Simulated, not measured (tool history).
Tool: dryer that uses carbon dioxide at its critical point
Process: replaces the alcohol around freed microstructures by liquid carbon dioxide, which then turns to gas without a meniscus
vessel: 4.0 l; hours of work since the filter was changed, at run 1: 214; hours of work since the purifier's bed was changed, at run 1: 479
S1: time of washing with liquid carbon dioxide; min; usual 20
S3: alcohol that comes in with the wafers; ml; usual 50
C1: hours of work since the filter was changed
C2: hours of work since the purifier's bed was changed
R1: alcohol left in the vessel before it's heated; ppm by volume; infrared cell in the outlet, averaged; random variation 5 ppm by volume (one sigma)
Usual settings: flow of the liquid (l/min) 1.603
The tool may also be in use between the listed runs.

run 1 hour=0.0 | S1=20 flow_of_the_liquid_(l/min)=1.603 S3=50 | C1=214 C2=479 | R1=149
run 2 hour=35.8 | S1=20 flow_of_the_liquid_(l/min)=1.603 S3=50 | C1=230 C2=496 | R1=148
run 3 hour=85.7 | S1=20 flow_of_the_liquid_(l/min)=2.460 S3=50 | C1=253 C2=519 | R1=130
run 4 hour=108.3 | S1=20 flow_of_the_liquid_(l/min)=2.460 S3=50 | C1=264 C2=529 | R1=132
run 5 hour=132.4 | S1=20 flow_of_the_liquid_(l/min)=1.603 S3=50 | C1=275 C2=540 | R1=159
run 6 hour=181.6 | S1=20 flow_of_the_liquid_(l/min)=1.603 S3=50 | C1=298 C2=563 | R1=170
run 7 hour=222.3 | S1=20 flow_of_the_liquid_(l/min)=1.603 S3=50 | C1=317 C2=582 | R1=178
run 8 hour=243.5 | S1=20 flow_of_the_liquid_(l/min)=2.130 S3=50 | C1=326 C2=592 | R1=156
run 9 hour=273.6 | S1=20 flow_of_the_liquid_(l/min)=2.130 S3=50 | C1=340 C2=606 | R1=156
run 10 hour=309.2 | S1=20 flow_of_the_liquid_(l/min)=2.290 S3=50 | C1=357 C2=622 | R1=157
run 11 hour=345.4 | S1=20 flow_of_the_liquid_(l/min)=2.290 S3=50 | C1=374 C2=639 | R1=165
-- hour=352.5 inlet filter changed
run 12 hour=373.3 | S1=20 flow_of_the_liquid_(l/min)=1.660 S3=50 | C1=10 C2=651 | R1=169
run 13 hour=402.8 | S1=20 flow_of_the_liquid_(l/min)=1.660 S3=50 | C1=23 C2=665 | R1=165
run 14 hour=448.7 | S1=13 flow_of_the_liquid_(l/min)=1.603 S3=50 | C1=45 C2=686 | R1=322
run 15 hour=497.8 | S1=13 flow_of_the_liquid_(l/min)=1.603 S3=50 | C1=67 C2=709 | R1=326
run 16 hour=526.5 | S1=13 flow_of_the_liquid_(l/min)=1.603 S3=50 | C1=81 C2=722 | R1=342
run 17 hour=576.4 | S1=13 flow_of_the_liquid_(l/min)=1.603 S3=50 | C1=104 C2=746 | R1=353
run 18 hour=609.7 | S1=13 flow_of_the_liquid_(l/min)=1.603 S3=50 | C1=119 C2=761 | R1=355
run 19 hour=632.9 | S1=19 flow_of_the_liquid_(l/min)=1.603 S3=50 | C1=130 C2=772 | R1=210
run 20 hour=669.0 | S1=20 flow_of_the_liquid_(l/min)=1.603 S3=50 | C1=147 C2=788 | R1=212
run 21 hour=706.5 | S1=20 flow_of_the_liquid_(l/min)=1.603 S3=50 | C1=164 C2=806 | R1=220

Forecast run 22:
run 22 hour=740.3 | S1=20 flow_of_the_liquid_(l/min)=1.603 S3=50 | C1=180 C2=821 | R1=?

{"run 22": {"R1": 227}}
Without the tool's hidden state the same run would have given R1 16 ppm by volume.
